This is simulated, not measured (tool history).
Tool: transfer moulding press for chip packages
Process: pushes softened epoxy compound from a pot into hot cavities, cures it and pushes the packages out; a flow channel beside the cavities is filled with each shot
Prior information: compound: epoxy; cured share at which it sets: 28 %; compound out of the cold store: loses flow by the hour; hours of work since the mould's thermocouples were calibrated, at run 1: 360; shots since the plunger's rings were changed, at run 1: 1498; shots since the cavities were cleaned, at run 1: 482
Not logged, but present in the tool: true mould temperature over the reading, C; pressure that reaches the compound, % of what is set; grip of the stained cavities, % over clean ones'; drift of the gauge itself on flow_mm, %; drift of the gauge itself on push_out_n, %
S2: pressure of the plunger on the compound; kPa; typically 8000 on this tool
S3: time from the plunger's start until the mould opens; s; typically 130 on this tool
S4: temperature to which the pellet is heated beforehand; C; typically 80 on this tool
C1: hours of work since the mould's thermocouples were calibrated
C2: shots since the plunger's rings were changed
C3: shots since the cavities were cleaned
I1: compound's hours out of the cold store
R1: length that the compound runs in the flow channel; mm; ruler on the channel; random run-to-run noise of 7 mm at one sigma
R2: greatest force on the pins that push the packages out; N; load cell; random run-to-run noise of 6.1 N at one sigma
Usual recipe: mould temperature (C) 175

Run 1, hour 0.0: usual settings; C1 360; C2 1498; C3 482; I1 10.7. Result: R1 824 mm, R2 350 N.
At hour 4.5: cavities cleaned with cleaning compound and waxed.
Run 2, hour 8.6: usual settings; C1 366; C2 1582; C3 49; I1 15.2. Result: R1 816 mm, R2 256 N.
Run 3, hour 15.2: usual settings; C1 371; C2 1660; C3 127; I1 31.1. Result: R1 768 mm, R2 265 N.
Run 4, hour 21.6: usual settings; C1 376; C2 1735; C3 202; I1 10.5. Result: R1 827 mm, R2 294 N.
Run 5, hour 27.1: usual settings; C1 381; C2 1801; C3 268; I1 31.3. Result: R1 765 mm, R2 292 N.
Run 6, hour 38.2: usual settings; C1 389; C2 1932; C3 399; I1 21.4. Result: R1 789 mm, R2 325 N.
At hour 49.8: cavities cleaned with cleaning compound and waxed.
Run 7, hour 50.5: usual settings; C1 398; C2 2061; C3 10; I1 35.5. Result: R1 756 mm, R2 231 N.
Run 8, hour 58.1: usual settings; C1 404; C2 2151; C3 100; I1 42.9. Result: R1 727 mm, R2 255 N.
Run 9, hour 65.4: usual settings but mould temperature (C) 172; C1 410; C2 2237; C3 186; I1 33.1. Result: R1 775 mm, R2 316 N.
Run 10, hour 70.3: usual settings but S4 82 C; C1 414; C2 2295; C3 244; I1 20.7. Result: R1 797 mm, R2 309 N.
Run 11, hour 79.0: usual settings but S4 82 C; C1 421; C2 2398; C3 347; I1 29.4. Result: R1 764 mm, R2 324 N.
Run 12, hour 90.1: usual settings but mould temperature (C) 180; C1 429; C2 2529; C3 478; I1 8.1. Result: R1 817 mm, R2 291 N.
At hour 95.3: cavities cleaned with cleaning compound and waxed.
Run 13, hour 101.7: usual settings but mould temperature (C) 180, S4 88 C; C1 438; C2 2648; C3 75; I1 43.4. Result: R1 716 mm, R2 226 N.
Run 14, hour 112.9: usual settings but mould temperature (C) 180, S4 88 C; C1 446; C2 2781; C3 208; I1 30.7. Result: R1 734 mm, R2 252 N.
Run 15, hour 122.6: usual settings but S4 83 C; C1 454; C2 2896; C3 323; I1 32.0. Result: R1 741 mm, R2 301 N.
Run 16, hour 131.3: usual settings but mould temperature (C) 181, S2 8550 kPa, S3 149 s, S4 83 C; C1 461; C2 2999; C3 426; I1 18.8. Result: R1 787 mm, R2 281 N.
At hour 141.2: cavities cleaned with cleaning compound and waxed.
Run 17, hour 143.3: usual settings but S2 8960 kPa, S3 131 s, S4 83 C; C1 469; C2 3123; C3 25; I1 22.5. Result: R1 816 mm, R2 253 N.
Run 18, hour 152.1: usual settings but S2 8960 kPa, S3 131 s, S4 83 C; C1 476; C2 3228; C3 130; I1 40.4. Result: R1 768 mm, R2 260 N.
Run 19, hour 162.8: usual settings but S2 6210 kPa, S3 131 s, S4 78 C; C1 485; C2 3354; C3 256; I1 24.2. Result: R1 673 mm, R2 300 N.
Run 20, hour 167.6: usual settings but S2 6210 kPa, S3 131 s, S4 78 C; C1 489; C2 3411; C3 313; I1 42.2. Result: R1 630 mm, R2 297 N.
Run 21, hour 176.0: usual settings but S2 6210 kPa, S3 165 s, S4 77 C; C1 495; C2 3511; C3 413; I1 30.4. Result: R1 658 mm, R2 293 N.
At hour 186.4: cavities cleaned with cleaning compound and waxed.
Run 22, hour 186.4: usual settings but mould temperature (C) 178, S2 6260 kPa, S4 72 C; C1 502; C2 3616; C3 0; I1 23.4. Result: R1 656 mm, R2 215 N.
Run 23, hour 197.3: usual settings but mould temperature (C) 172, S2 6260 kPa, S4 72 C; C1 511; C2 3745; C3 129; I1 43.6. Result: R1 637 mm, R2 295 N.
Run 24, hour 202.8: usual settings but mould temperature (C) 172, S2 6140 kPa; C1 515; C2 3810; C3 194; I1 21.9. Result: R1 670 mm, R2 325 N.
Run 25, hour 210.3: usual settings but mould temperature (C) 172, S2 8240 kPa, S3 140 s, S4 75 C; C1 521; C2 3898; C3 282; I1 34.6. Result: R1 763 mm, R2 311 N.
Run 26, hour 215.5: usual settings but S3 140 s, S4 86 C; C1 526; C2 3960; C3 344; I1 25.6. Result: R1 758 mm, R2 288 N.
Run 27, hour 220.4: usual settings but S2 9410 kPa, S3 126 s; C1 529; C2 4018; C3 402; I1 35.6. Result: R1 781 mm, R2 341 N.
At hour 232.1: cavities cleaned with cleaning compound and waxed.
Run 28, hour 232.4: usual settings but S2 9410 kPa, S3 126 s; C1 538; C2 4143; C3 4; I1 25.0. Result: R1 817 mm, R2 249 N.
Run 29, hour 243.2: usual settings but mould temperature (C) 178, S4 73 C; C1 546; C2 4271; C3 132; I1 29.5. Result: R1 740 mm, R2 249 N.

4 options for the next run, each taken on its own from the tool as it stands now. Forecast them:
Run A, hour 252.4: usual settings but mould temperature (C) 178, S2 6330 kPa, S4 73 C; C1 554; C2 4379; C3 240; I1 24.9. Result: R1 ?, R2 ?.
Run B, hour 252.4: usual settings but S3 141 s; C1 554; C2 4379; C3 240; I1 29.9. Result: R1 ?, R2 ?.
Run C, hour 252.4: usual settings but S4 89 C; C1 554; C2 4379; C3 240; I1 32.1. Result: R1 ?, R2 ?.
Run D, hour 252.4: usual settings but mould temperature (C) 177, S2 6760 kPa, S4 86 C; C1 554; C2 4379; C3 240; I1 30.4. Result: R1 ?, R2 ?.

run   R1   R2
  A  659  282
  B  738  277
  C  731  291
  D  666  274
Without the tool's unlogged condition, the same runs would have read:
run   R1   R2
  A  710  224
  B  794  219
  C  787  227
  D  718  216

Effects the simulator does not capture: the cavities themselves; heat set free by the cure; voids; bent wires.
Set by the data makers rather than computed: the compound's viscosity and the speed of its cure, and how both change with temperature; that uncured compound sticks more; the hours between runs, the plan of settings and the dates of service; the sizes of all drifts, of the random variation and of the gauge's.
